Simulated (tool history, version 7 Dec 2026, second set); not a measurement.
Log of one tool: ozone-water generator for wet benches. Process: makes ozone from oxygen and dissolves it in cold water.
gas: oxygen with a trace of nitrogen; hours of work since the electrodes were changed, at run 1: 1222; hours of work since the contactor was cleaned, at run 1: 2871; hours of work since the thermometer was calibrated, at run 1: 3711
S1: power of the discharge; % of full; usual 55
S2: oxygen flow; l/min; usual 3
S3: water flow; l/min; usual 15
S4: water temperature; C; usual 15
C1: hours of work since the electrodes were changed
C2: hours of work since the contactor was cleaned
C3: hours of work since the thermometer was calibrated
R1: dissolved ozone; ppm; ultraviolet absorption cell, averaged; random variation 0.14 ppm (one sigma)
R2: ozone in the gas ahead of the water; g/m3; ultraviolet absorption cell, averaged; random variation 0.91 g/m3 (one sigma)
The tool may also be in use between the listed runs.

run    hour  S1    S2  S3  S4    C1    C2    C3    R1     R2
  1       0  55     3  15  15  1222  2871  3711  14.7  146.6
       93.2  -- water thermometer calibrated
  2   147.9  55     3  15  15  1363  3012    52  15.1  147.1
  3   236.8  47     3  15  15  1448  3096   137  13.5  134.5
  4   381.9  55     3  15   7  1586  3235   275  16.2  145.4
  5     530  55     3  15   7  1727  3376   416    16    145
  6   687.9  55     3  15   7  1878  3526   567  15.9  143.7
  7   778.4  55     3  15   7  1964  3613   653  15.7  141.9
  8     913  55     3  15   7  2092  3741   781  15.8  144.5
  9  1040.4  55     3  15   7  2214  3862   903  15.5  142.1
     1057.6  -- contactor cleaned
 10  1206.3  55     3  15   7  2368   142  1057  15.1  141.8
 11  1308.4  55     3  15   7  2465   239  1154  15.2  140.1
 12  1389.4  55     3  15   7  2543   316  1232    15  139.8
 13  1468.3  66     3  15   7  2618   391  1307  16.7  156.2
 14  1625.3  66     3  15   7  2767   541  1456  16.5  153.8
 15  1774.5  66     3  15   7  2910   683  1599  16.2    152
 16  1874.4  66     3  15   7  3005   779  1694  16.4  151.9
     1890.4  -- contactor cleaned, once more
 17  2020.5  55     3  21  15  3140   124  1829  10.3    136
 18  2162.5  55     3  21  15  3276   259  1965  10.2  136.6
 19  2241.1  55  4.38  16  15  3351   334  2040  13.4  106.8
 20  2340.4  55  4.38  16  15  3445   429  2134    13  106.9
 21  2466.4  55  4.38  16  15  3565   549  2254  12.9  106.4
 22  2570.5  55  4.38  16  15  3665   648  2354    13  104.6
 23  2662.3  74  1.74  15  15  3752   736  2441  15.6  220.3
 24    2746  74  1.74  15  15  3832   816  2521  15.8  219.5
 25  2819.3  74  1.74  16  15  3902   885  2591  14.3    219
 26  2950.9  67  3.14  12  15  4027  1011  2716  18.2  141.4
 27  3117.7  67  3.14  12  15  4186  1170  2875  18.2  141.3
 28  3196.6  83  3.14  13  15  4261  1245  2950  18.9  156.1
 29  3342.3  45     3  18  15  4400  1384  3089  10.2  119.3
 30  3474.5  45     3  18  15  4526  1510  3215  10.2  118.5
 31  3548.6  58  2.93  17   8  4597  1581  3286  12.8  135.3
 32  3621.7  62     3  15  15  4667  1650  3356  13.8  137.1
 33  3751.4  62     3  15  15  4790  1774  3479  13.9  134.9

Some steps in R1 between neighbouring runs. How much of each would the tool show without its hidden state too (settings, what came in, random variation), and how much is left for the hidden state, with any gauge scatter that isn't in both results?
The hidden state here: yield of the discharge, % of new electrodes'; contactor's efficiency, % of a clean one's; true water temperature over the reading, C; drift of the gauge itself on ozone_ppm, %; drift of the gauge itself on gas_g_m3, %.
Run 16 -> 17: S1 66 -> 55, S3 15 -> 21, S4 7 -> 15, contactor cleaned, once more. R1 -6.1 ppm: hidden state +1.7, all else -7.8.
Run 22 -> 23: S1 55 -> 74, S2 4.38 -> 1.74, S3 16 -> 15. R1 +2.6 ppm: hidden state -0.9, all else +3.5.
Run 25 -> 26: S1 74 -> 67, S2 1.74 -> 3.14, S3 16 -> 12. R1 +3.9 ppm: hidden state -0.7, all else +4.6.
Run 28 -> 29: S1 83 -> 45, S2 3.14 -> 3, S3 13 -> 18. R1 -8.7 ppm: hidden state +2.6, all else -11.3.
